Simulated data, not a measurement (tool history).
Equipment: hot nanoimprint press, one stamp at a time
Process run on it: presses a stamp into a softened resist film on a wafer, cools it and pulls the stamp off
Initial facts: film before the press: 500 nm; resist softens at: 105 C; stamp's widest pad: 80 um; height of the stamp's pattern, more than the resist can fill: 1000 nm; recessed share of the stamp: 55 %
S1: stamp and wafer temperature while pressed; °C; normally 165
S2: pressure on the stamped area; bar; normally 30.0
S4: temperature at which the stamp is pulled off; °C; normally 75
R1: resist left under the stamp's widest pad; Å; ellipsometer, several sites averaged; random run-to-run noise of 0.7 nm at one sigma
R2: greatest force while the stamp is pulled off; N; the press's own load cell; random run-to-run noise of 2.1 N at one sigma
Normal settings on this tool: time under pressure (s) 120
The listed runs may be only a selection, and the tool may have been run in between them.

run 1 hour=0.0 | S1=165 S2=30.0 time_under_pressure_(s)=120 S4=75 | R1=2419 R2=234
run 2 hour=47.1 | S1=177 S2=30.0 time_under_pressure_(s)=120 S4=75 | R1=1700 R2=242
run 3 hour=100.6 | S1=165 S2=30.0 time_under_pressure_(s)=120 S4=75 | R1=2421 R2=206
run 4 hour=147.4 | S1=165 S2=30.0 time_under_pressure_(s)=120 S4=75 | R1=2419 R2=213
run 5 hour=182.4 | S1=156 S2=30.0 time_under_pressure_(s)=120 S4=75 | R1=3148 R2=216
run 6 hour=234.5 | S1=165 S2=22.2 time_under_pressure_(s)=120 S4=75 | R1=2737 R2=220
run 7 hour=267.6 | S1=165 S2=22.2 time_under_pressure_(s)=120 S4=75 | R1=2735 R2=227
run 8 hour=339.5 | S1=165 S2=22.2 time_under_pressure_(s)=120 S4=75 | R1=2718 R2=232
run 9 hour=412.1 | S1=165 S2=22.2 time_under_pressure_(s)=120 S4=76 | R1=2722 R2=243
run 10 hour=460.9 | S1=165 S2=22.2 time_under_pressure_(s)=120 S4=76 | R1=2722 R2=203
run 11 hour=520.2 | S1=165 S2=30.0 time_under_pressure_(s)=120 S4=60 | R1=2288 R2=261
run 12 hour=584.1 | S1=174 S2=30.0 time_under_pressure_(s)=120 S4=81 | R1=1736 R2=198
run 13 hour=633.0 | S1=174 S2=30.0 time_under_pressure_(s)=120 S4=81 | R1=1739 R2=201
run 14 hour=711.3 | S1=165 S2=47.9 time_under_pressure_(s)=120 S4=75 | R1=1821 R2=237
run 15 hour=768.8 | S1=172 S2=30.4 time_under_pressure_(s)=144 S4=78 | R1=1895 R2=199
run 16 hour=844.8 | S1=157 S2=18.7 time_under_pressure_(s)=72 S4=65 | R1=4072 R2=246
run 17 hour=896.0 | S1=171 S2=18.7 time_under_pressure_(s)=100 S4=65 | R1=2744 R2=253
run 18 hour=929.9 | S1=170 S2=20.9 time_under_pressure_(s)=158 S4=65 | R1=2289 R2=259
run 19 hour=1011.2 | S1=165 S2=19.3 time_under_pressure_(s)=120 S4=75 | R1=2943 R2=239
run 20 hour=1078.1 | S1=170 S2=19.3 time_under_pressure_(s)=120 S4=75 | R1=2538 R2=244
run 21 hour=1162.0 | S1=170 S2=19.3 time_under_pressure_(s)=70 S4=75 | R1=3032 R2=214
run 22 hour=1232.7 | S1=175 S2=45.2 time_under_pressure_(s)=120 S4=71 | R1=1439 R2=231

Removed from this log: 7 entries logged between the listed runs. Between which two listed runs does each belong, and how does the tool's hidden state at the listed run before it compare with that at the listed run after it?
Runs 2 to 3: stamp cleaned and given a new release coat (hour 97.3)
  true temperature over the reading, C: 0.96 -> 1.08; pressure that arrives at the usual setting, %: 97.28 -> 97.07; grip of the stamp's worn release coat, % over a new coat's: 17.5 -> 0.2
  measured less the result without the state, R1: -23 -> -47 Å; R2: +33 -> -3 N
Runs 9 to 10: stamp cleaned and given a new release coat (hour 429.5)
  true temperature over the reading, C: 1.77 -> 1.88; pressure that arrives at the usual setting, %: 95.86 -> 95.7; grip of the stamp's worn release coat, % over a new coat's: 19.6 -> 1.9
  measured less the result without the state, R1: -101 -> -109 Å; R2: +34 -> -2 N
Runs 10 to 11: plate thermocouple calibrated (hour 491.1)
  true temperature over the reading, C: 1.88 -> 3.2; pressure that arrives at the usual setting, %: 95.7 -> 95.48; grip of the stamp's worn release coat, % over a new coat's: 1.9 -> 5.4
  measured less the result without the state, R1: -109 -> -181 Å; R2: -2 -> +3 N
Runs 14 to 15: plate thermocouple calibrated, once more (hour 733.1); stamp cleaned and given a new release coat (hour 765.3)
  true temperature over the reading, C: 3.65 -> 0.1; pressure that arrives at the usual setting, %: 94.73 -> 94.54; grip of the stamp's worn release coat, % over a new coat's: 17.3 -> 0.2
  measured less the result without the state, R1: -145 -> +48 Å; R2: +24 -> +0 N
Runs 18 to 19: press's hydraulic seals changed and the load cell set to zero (hour 967.6)
  true temperature over the reading, C: 0.46 -> 0.63; pressure that arrives at the usual setting, %: 93.92 -> 99.65; grip of the stamp's worn release coat, % over a new coat's: 10.2 -> 14.8
  measured less the result without the state, R1: +16 -> -47 Å; R2: +22 -> +29 N
Runs 20 to 21: stamp cleaned and given a new release coat (hour 1104.9)
  true temperature over the reading, C: 0.77 -> 0.94; pressure that arrives at the usual setting, %: 99.39 -> 99.08; grip of the stamp's worn release coat, % over a new coat's: 19 -> 3.5
  measured less the result without the state, R1: -50 -> -62 Å; R2: +37 -> +5 N

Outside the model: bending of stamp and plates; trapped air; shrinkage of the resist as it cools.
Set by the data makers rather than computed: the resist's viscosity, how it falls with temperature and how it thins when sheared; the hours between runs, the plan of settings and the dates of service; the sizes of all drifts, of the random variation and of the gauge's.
